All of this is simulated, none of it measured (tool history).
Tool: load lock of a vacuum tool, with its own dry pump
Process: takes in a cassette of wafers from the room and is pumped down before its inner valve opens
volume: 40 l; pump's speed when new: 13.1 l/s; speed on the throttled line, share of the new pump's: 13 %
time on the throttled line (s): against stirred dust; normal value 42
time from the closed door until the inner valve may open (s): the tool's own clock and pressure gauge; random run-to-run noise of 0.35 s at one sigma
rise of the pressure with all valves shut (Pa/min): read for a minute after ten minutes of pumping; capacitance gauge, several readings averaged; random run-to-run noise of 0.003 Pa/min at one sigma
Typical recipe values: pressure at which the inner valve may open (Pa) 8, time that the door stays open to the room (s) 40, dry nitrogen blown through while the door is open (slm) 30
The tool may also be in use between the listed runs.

run	hour	time on the throttled line (s)	pressure at which the inner valve may open (Pa)	time that the door stays open to the room (s)	dry nitrogen blown through while the door is open (slm)	incoming humidity of the room's air, %	time from the closed door until the inner valve may open (s)	rise of the pressure with all valves shut (Pa/min)
1	0.0	42	8	40	30	47.8	68.1	0.071
2	99.6	42	8	40	30	45.1	68.5	0.073
3	192.9	42	8	40	30	48.0	68.5	0.064
4	292.6	42	8	40	6	43.3	68.9	0.090
5	403.6	42	8	40	6	40.7	68.7	0.087
6	583.4	56	8	40	30	45.8	81.7	0.080
7	677.8	56	8	40	30	44.2	80.2	0.077
8	788.7	56	8	40	30	45.4	81.0	0.074
9	922.8	56	8	40	28	45.5	81.4	0.084
10	1024.1	42	8	40	30	45.4	69.0	0.077
11	1129.9	42	8	36	30	45.6	69.1	0.080
12	1237.2	70	8	40	30	45.5	92.6	0.086
13	1384.9	70	8	40	30	43.0	93.5	0.085
14	1528.8	70	8	40	30	45.7	92.7	0.092
15	1614.0	32	8	40	30	43.2	61.1	0.082
16	1738.1	42	7	40	30	44.7	70.2	0.089
17	1906.2	42	7	40	30	46.6	70.0	0.097
18	2028.4	42	7	40	30	44.8	69.6	0.094
19	2128.4	42	7	40	30	45.0	69.9	0.095
20	2249.9	42	8	96	7	46.8	69.7	0.146
21	2428.6	29	8	32	18	44.5	57.9	0.104
22	2566.1	66	11	153	32	44.2	89.1	0.119
23	2660.5	66	11	153	32	46.9	88.4	0.122
24	2748.1	42	9	40	7	43.1	69.3	0.127
25	2921.6	42	12	73	7	44.2	68.1	0.141
26	3020.9	42	8	73	27	46.8	69.9	0.122
27	3095.2	74	10	117	11	44.3	96.4	0.146
28	3262.4	78	8	30	6	47.1	101.4	0.133
29	3412.9	42	9	40	13	44.6	69.4	0.126
30	3546.7	42	8	89	17	43.4	69.9	0.133
31	3643.1	80	15	40	30	43.6	100.6	0.118
32	3805.4	42	8	69	30	43.2	70.2	0.119
33	3943.7	52	15	25	5	48.0	75.9	0.141
34	4062.6	36	8	40	6	46.9	65.1	0.149
35	4227.0	36	8	40	6	47.3	65.2	0.158
36	4399.6	22	8	147	30	44.8	53.4	0.148
37	4522.7	42	8	101	23	44.0	70.7	0.142
38	4612.0	42	8	101	23	45.5	71.4	0.155

The logged runs with the hidden state left out (each run's random variation unchanged):
Hidden conditions of the tool in this case: pump's speed, % of a new pump's; leak at the door's seal, Pa l/s; drift of the gauge itself on ready_s, %; drift of the gauge itself on rise_pa_min, %.
run	time from the closed door until the inner valve may open (s)	rise of the pressure with all valves shut (Pa/min)
1	65.1	0.021
2	65.5	0.022
3	65.4	0.012
4	65.8	0.036
5	65.6	0.032
6	78.7	0.022
7	77.3	0.018
8	78.0	0.015
9	78.3	0.022
10	65.6	0.015
11	65.7	0.017
12	89.7	0.021
13	90.5	0.017
14	89.6	0.023
15	57.3	0.012
16	66.4	0.016
17	66.2	0.023
18	65.8	0.019
19	66.0	0.017
20	65.8	0.067
21	53.7	0.021
22	85.8	0.034
23	85.1	0.036
24	65.3	0.040
25	64.2	0.053
26	65.7	0.030
27	93.0	0.054
28	98.0	0.038
29	65.1	0.027
30	65.4	0.032
31	97.4	0.018
32	65.7	0.016
33	72.0	0.035
34	60.3	0.042
35	60.3	0.046
36	48.0	0.038
37	65.8	0.029
38	66.4	0.039
